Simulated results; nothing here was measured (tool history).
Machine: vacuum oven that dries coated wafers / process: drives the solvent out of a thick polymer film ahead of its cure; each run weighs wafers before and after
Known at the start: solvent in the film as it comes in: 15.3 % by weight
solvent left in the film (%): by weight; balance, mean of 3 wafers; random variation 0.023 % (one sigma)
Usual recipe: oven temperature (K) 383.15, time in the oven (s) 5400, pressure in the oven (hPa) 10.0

{"run": 1, "hour": 0.0, "oven temperature (K)": 383.15, "time in the oven (s)": 5400, "pressure in the oven (hPa)": 10.0, "solvent left in the film (%)": 1.36}
{"run": 2, "hour": 10.4, "oven temperature (K)": 383.15, "time in the oven (s)": 5400, "pressure in the oven (hPa)": 10.0, "solvent left in the film (%)": 1.37}
{"run": 3, "hour": 27.1, "oven temperature (K)": 383.15, "time in the oven (s)": 5400, "pressure in the oven (hPa)": 10.0, "solvent left in the film (%)": 1.34}
{"run": 4, "hour": 38.6, "oven temperature (K)": 383.15, "time in the oven (s)": 5400, "pressure in the oven (hPa)": 10.0, "solvent left in the film (%)": 1.36}
{"run": 5, "hour": 54.0, "oven temperature (K)": 383.15, "time in the oven (s)": 5400, "pressure in the oven (hPa)": 10.0, "solvent left in the film (%)": 1.33}
{"run": 6, "hour": 68.4, "oven temperature (K)": 383.15, "time in the oven (s)": 4140, "pressure in the oven (hPa)": 10.0, "solvent left in the film (%)": 2.01}
{"run": 7, "hour": 75.8, "oven temperature (K)": 383.15, "time in the oven (s)": 5400, "pressure in the oven (hPa)": 10.0, "solvent left in the film (%)": 1.37}
{"run": 8, "hour": 88.2, "oven temperature (K)": 383.15, "time in the oven (s)": 5400, "pressure in the oven (hPa)": 10.0, "solvent left in the film (%)": 1.35}
{"run": 9, "hour": 101.9, "oven temperature (K)": 383.15, "time in the oven (s)": 5400, "pressure in the oven (hPa)": 10.0, "solvent left in the film (%)": 1.36}
{"run": 10, "hour": 110.6, "oven temperature (K)": 383.15, "time in the oven (s)": 5400, "pressure in the oven (hPa)": 6.1, "solvent left in the film (%)": 1.11}
{"run": 11, "hour": 121.3, "oven temperature (K)": 383.15, "time in the oven (s)": 5400, "pressure in the oven (hPa)": 6.1, "solvent left in the film (%)": 1.08}
{"run": 12, "hour": 131.9, "oven temperature (K)": 383.15, "time in the oven (s)": 5400, "pressure in the oven (hPa)": 6.1, "solvent left in the film (%)": 1.1}
{"run": 13, "hour": 140.0, "oven temperature (K)": 383.15, "time in the oven (s)": 5400, "pressure in the oven (hPa)": 6.1, "solvent left in the film (%)": 1.14}
{"run": 14, "hour": 148.0, "oven temperature (K)": 378.15, "time in the oven (s)": 5400, "pressure in the oven (hPa)": 26.2, "solvent left in the film (%)": 3.21}
{"run": 15, "hour": 155.3, "oven temperature (K)": 394.15, "time in the oven (s)": 5100, "pressure in the oven (hPa)": 26.2, "solvent left in the film (%)": 1.42}
{"run": 16, "hour": 167.4, "oven temperature (K)": 394.15, "time in the oven (s)": 7140, "pressure in the oven (hPa)": 38.9, "solvent left in the film (%)": 1.81}
{"run": 17, "hour": 176.7, "oven temperature (K)": 383.15, "time in the oven (s)": 5520, "pressure in the oven (hPa)": 19.9, "solvent left in the film (%)": 1.93}
{"run": 18, "hour": 188.1, "oven temperature (K)": 379.15, "time in the oven (s)": 3660, "pressure in the oven (hPa)": 8.7, "solvent left in the film (%)": 3.06}
{"run": 19, "hour": 197.2, "oven temperature (K)": 374.15, "time in the oven (s)": 5400, "pressure in the oven (hPa)": 10.0, "solvent left in the film (%)": 2.77}
{"run": 20, "hour": 209.6, "oven temperature (K)": 374.15, "time in the oven (s)": 6060, "pressure in the oven (hPa)": 10.0, "solvent left in the film (%)": 2.39}
{"run": 21, "hour": 225.5, "oven temperature (K)": 374.15, "time in the oven (s)": 5280, "pressure in the oven (hPa)": 37.1, "solvent left in the film (%)": 5.05}
{"run": 22, "hour": 235.8, "oven temperature (K)": 383.15, "time in the oven (s)": 8640, "pressure in the oven (hPa)": 18.2, "solvent left in the film (%)": 1.36}
{"run": 23, "hour": 248.6, "oven temperature (K)": 369.15, "time in the oven (s)": 8640, "pressure in the oven (hPa)": 18.2, "solvent left in the film (%)": 3.09}
{"run": 24, "hour": 256.8, "oven temperature (K)": 369.15, "time in the oven (s)": 8640, "pressure in the oven (hPa)": 18.2, "solvent left in the film (%)": 3.1}
{"run": 25, "hour": 269.6, "oven temperature (K)": 369.15, "time in the oven (s)": 8640, "pressure in the oven (hPa)": 18.2, "solvent left in the film (%)": 3.17}
{"run": 26, "hour": 283.7, "oven temperature (K)": 377.15, "time in the oven (s)": 3000, "pressure in the oven (hPa)": 39.6, "solvent left in the film (%)": 6.29}

Consider 3 possible next runs. They are alternatives, not a sequence: every one starts from the tool as it was left by run 26. What does each give?
{"run": "A", "hour": 291.4, "oven temperature (K)": 372.15, "time in the oven (s)": 5100, "pressure in the oven (hPa)": 10.0, "solvent left in the film (%)": "?"}
{"run": "B", "hour": 291.4, "oven temperature (K)": 387.15, "time in the oven (s)": 6000, "pressure in the oven (hPa)": 12.7, "solvent left in the film (%)": "?"}
{"run": "C", "hour": 291.4, "oven temperature (K)": 370.15, "time in the oven (s)": 5160, "pressure in the oven (hPa)": 11.4, "solvent left in the film (%)": "?"}

run=A solvent_left_in_the_film_(%)=3.45
run=B solvent_left_in_the_film_(%)=1.02
run=C solvent_left_in_the_film_(%)=3.98
Without the tool's unlogged condition, the same runs would have read:
run=A solvent_left_in_the_film_(%)=3.36
run=B solvent_left_in_the_film_(%)=0.98
run=C solvent_left_in_the_film_(%)=3.89
